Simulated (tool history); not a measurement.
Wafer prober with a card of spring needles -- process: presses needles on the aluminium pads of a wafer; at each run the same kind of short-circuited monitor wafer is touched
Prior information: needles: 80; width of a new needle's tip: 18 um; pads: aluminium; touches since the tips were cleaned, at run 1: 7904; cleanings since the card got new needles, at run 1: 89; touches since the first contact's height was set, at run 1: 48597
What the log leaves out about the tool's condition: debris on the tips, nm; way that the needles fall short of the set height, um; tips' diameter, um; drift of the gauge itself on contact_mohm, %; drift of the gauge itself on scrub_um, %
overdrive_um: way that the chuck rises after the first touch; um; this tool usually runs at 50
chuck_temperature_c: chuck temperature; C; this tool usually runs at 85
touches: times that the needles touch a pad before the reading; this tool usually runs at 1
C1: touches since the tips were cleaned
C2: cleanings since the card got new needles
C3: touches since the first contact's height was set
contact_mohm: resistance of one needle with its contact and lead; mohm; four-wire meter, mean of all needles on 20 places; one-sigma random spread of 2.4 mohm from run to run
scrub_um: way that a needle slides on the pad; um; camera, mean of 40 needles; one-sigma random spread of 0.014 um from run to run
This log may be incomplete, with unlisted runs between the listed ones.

run 1 hour=0 | overdrive_um=50 chuck_temperature_c=85 touches=1 | C1=7904 C2=89 C3=48597 | contact_mohm=500 scrub_um=13.38
-- hour=1.6 tips cleaned on abrasive film
-- hour=14.7 tips cleaned on abrasive film
-- hour=19.3 height of the first contact set anew
-- hour=27.3 tips cleaned on abrasive film
run 2 hour=27.3 | overdrive_um=50 chuck_temperature_c=85 touches=1 | C1=0 C2=92 C3=5559 | contact_mohm=290 scrub_um=13.32
-- hour=40.7 tips cleaned on abrasive film
run 3 hour=48 | overdrive_um=50 chuck_temperature_c=85 touches=1 | C1=5218 C2=93 C3=20187 | contact_mohm=496 scrub_um=13.3
-- hour=53.2 tips cleaned on abrasive film
-- hour=66.3 tips cleaned on abrasive film
-- hour=80.1 tips cleaned on abrasive film
run 4 hour=83.3 | overdrive_um=50 chuck_temperature_c=110 touches=1 | C1=2272 C2=96 C3=44996 | contact_mohm=433 scrub_um=13.28
-- hour=92.6 tips cleaned on abrasive film
-- hour=104.6 tips cleaned on abrasive film
run 5 hour=105.8 | overdrive_um=50 chuck_temperature_c=54 touches=1 | C1=807 C2=98 C3=60746 | contact_mohm=355 scrub_um=13.24
-- hour=108 height of the first contact set anew
-- hour=118.1 tips cleaned on abrasive film
-- hour=130.8 tips cleaned on abrasive film
run 6 hour=138.5 | overdrive_um=50 chuck_temperature_c=54 touches=1 | C1=5500 C2=100 C3=21502 | contact_mohm=495 scrub_um=13.44
-- hour=144.3 tips cleaned on abrasive film
-- hour=157.9 tips cleaned on abrasive film
run 7 hour=159.2 | overdrive_um=50 chuck_temperature_c=29 touches=1 | C1=933 C2=102 C3=35990 | contact_mohm=380 scrub_um=13.4
-- hour=169.6 tips cleaned on abrasive film
-- hour=183.4 tips cleaned on abrasive film
run 8 hour=186 | overdrive_um=50 chuck_temperature_c=85 touches=1 | C1=1838 C2=104 C3=54855 | contact_mohm=459 scrub_um=13.36
-- hour=195.9 tips cleaned on abrasive film
-- hour=196.2 height of the first contact set anew
-- hour=208.3 tips cleaned on abrasive film
-- hour=211.5 height of the first contact set anew, once more
run 9 hour=215.1 | overdrive_um=50 chuck_temperature_c=85 touches=1 | C1=4573 C2=106 C3=2539 | contact_mohm=489 scrub_um=13.46
-- hour=221.5 tips cleaned on abrasive film
-- hour=234.7 tips cleaned on abrasive film
run 10 hour=241.7 | overdrive_um=50 chuck_temperature_c=85 touches=1 | C1=4917 C2=108 C3=21250 | contact_mohm=486 scrub_um=13.43
-- hour=247.2 tips cleaned on abrasive film
run 11 hour=258.4 | overdrive_um=50 chuck_temperature_c=85 touches=1 | C1=7937 C2=109 C3=33019 | contact_mohm=499 scrub_um=13.41
-- hour=260.4 tips cleaned on abrasive film
-- hour=272.8 tips cleaned on abrasive film
run 12 hour=276.1 | overdrive_um=48 chuck_temperature_c=85 touches=1 | C1=2360 C2=111 C3=45454 | contact_mohm=480 scrub_um=12.83
-- hour=285.6 tips cleaned on abrasive film
run 13 hour=293.6 | overdrive_um=48 chuck_temperature_c=85 touches=1 | C1=5616 C2=112 C3=57731 | contact_mohm=517 scrub_um=12.81
-- hour=298 tips cleaned on abrasive film
-- hour=300.8 height of the first contact set anew
-- hour=312.6 tips cleaned on abrasive film
-- hour=325.5 tips cleaned on abrasive film
run 14 hour=326.2 | overdrive_um=48 chuck_temperature_c=85 touches=1 | C1=447 C2=115 C3=17818 | contact_mohm=342 scrub_um=12.89
-- hour=337.5 tips cleaned on abrasive film
-- hour=349.7 tips cleaned on abrasive film
run 15 hour=357 | overdrive_um=66 chuck_temperature_c=89 touches=1 | C1=5205 C2=117 C3=39533 | contact_mohm=415 scrub_um=17.73
-- hour=361.5 tips cleaned on abrasive film
-- hour=373.4 tips cleaned on abrasive film
run 16 hour=374.9 | overdrive_um=66 chuck_temperature_c=89 touches=1 | C1=1060 C2=119 C3=52083 | contact_mohm=340 scrub_um=17.65
-- hour=385.2 tips cleaned on abrasive film
-- hour=388.2 height of the first contact set anew
-- hour=398.1 tips cleaned on abrasive film
run 17 hour=408.4 | overdrive_um=54 chuck_temperature_c=29 touches=2 | C1=7270 C2=121 C3=14240 | contact_mohm=390 scrub_um=14.53
-- hour=409.9 tips cleaned on abrasive film
-- hour=423.8 tips cleaned on abrasive film
-- hour=436.6 tips cleaned on abrasive film
run 18 hour=441.8 | overdrive_um=49 chuck_temperature_c=68 touches=1 | C1=3703 C2=124 C3=37712 | contact_mohm=511 scrub_um=13.13
-- hour=449.2 tips cleaned on abrasive film
-- hour=461.4 tips cleaned on abrasive film
-- hour=473.1 tips cleaned on abrasive film
run 19 hour=473.1 | overdrive_um=49 chuck_temperature_c=68 touches=1 | C1=0 C2=127 C3=59639 | contact_mohm=288 scrub_um=13.1
-- hour=477.6 height of the first contact set anew
-- hour=486.6 tips cleaned on abrasive film
run 20 hour=496.7 | overdrive_um=31 chuck_temperature_c=80 touches=1 | C1=7124 C2=128 C3=13460 | contact_mohm=882 scrub_um=8.32
-- hour=498.8 tips cleaned on abrasive film
-- hour=511.6 tips cleaned on abrasive film
run 21 hour=512.6 | overdrive_um=31 chuck_temperature_c=80 touches=1 | C1=736 C2=130 C3=24612 | contact_mohm=524 scrub_um=8.32
-- hour=523.7 tips cleaned on abrasive film
-- hour=536.5 tips cleaned on abrasive film
run 22 hour=536.7 | overdrive_um=37 chuck_temperature_c=80 touches=1 | C1=196 C2=132 C3=41573 | contact_mohm=351 scrub_um=9.88
-- hour=548.9 tips cleaned on abrasive film
-- hour=561.8 tips cleaned on abrasive film
-- hour=566 height of the first contact set anew
run 23 hour=567.9 | overdrive_um=37 chuck_temperature_c=80 touches=1 | C1=4098 C2=134 C3=1367 | contact_mohm=671 scrub_um=9.96
-- hour=574.4 tips cleaned on abrasive film
-- hour=588.5 tips cleaned on abrasive film
run 24 hour=598.9 | overdrive_um=37 chuck_temperature_c=80 touches=1 | C1=7385 C2=136 C3=23198 | contact_mohm=707 scrub_um=9.93
-- hour=601 tips cleaned on abrasive film
-- hour=613.9 tips cleaned on abrasive film
-- hour=626.3 tips cleaned on abrasive film
run 25 hour=633.9 | overdrive_um=52 chuck_temperature_c=61 touches=1 | C1=5403 C2=139 C3=47785 | contact_mohm=501 scrub_um=13.9
-- hour=638.1 tips cleaned on abrasive film
-- hour=650.4 tips cleaned on abrasive film
-- hour=653.4 height of the first contact set anew
-- hour=665 tips cleaned on abrasive film
run 26 hour=667.1 | overdrive_um=31 chuck_temperature_c=65 touches=2 | C1=1476 C2=142 C3=9656 | contact_mohm=529 scrub_um=8.35
-- hour=678.6 tips cleaned on abrasive film
run 27 hour=682.8 | overdrive_um=31 chuck_temperature_c=65 touches=2 | C1=2982 C2=143 C3=20746 | contact_mohm=598 scrub_um=8.31
-- hour=691.2 tips cleaned on abrasive film
-- hour=704 tips cleaned on abrasive film
run 28 hour=711.6 | overdrive_um=31 chuck_temperature_c=28 touches=2 | C1=5385 C2=145 C3=40981 | contact_mohm=668 scrub_um=8.3

Branching from run 28: 3 alternative next runs. What would each branch give?
-- hour=717 tips cleaned on abrasive film
-- hour=729 tips cleaned on abrasive film
run A hour=739.9 | overdrive_um=58 chuck_temperature_c=85 touches=1 | C1=7782 C2=147 C3=60915 | contact_mohm=? scrub_um=?
-- hour=717 tips cleaned on abrasive film
-- hour=729 tips cleaned on abrasive film
run B hour=739.9 | overdrive_um=44 chuck_temperature_c=38 touches=1 | C1=7782 C2=147 C3=60915 | contact_mohm=? scrub_um=?
-- hour=717 tips cleaned on abrasive film
-- hour=729 tips cleaned on abrasive film
run C hour=739.9 | overdrive_um=50 chuck_temperature_c=85 touches=1 | C1=7782 C2=147 C3=60915 | contact_mohm=? scrub_um=?

run=A contact_mohm=460 scrub_um=15.57
run=B contact_mohm=600 scrub_um=11.76
run=C contact_mohm=517 scrub_um=13.37
With no hidden state in the tool, these same runs would have given:
run=A contact_mohm=271 scrub_um=15.65
run=B contact_mohm=262 scrub_um=11.84
run=C contact_mohm=272 scrub_um=13.46
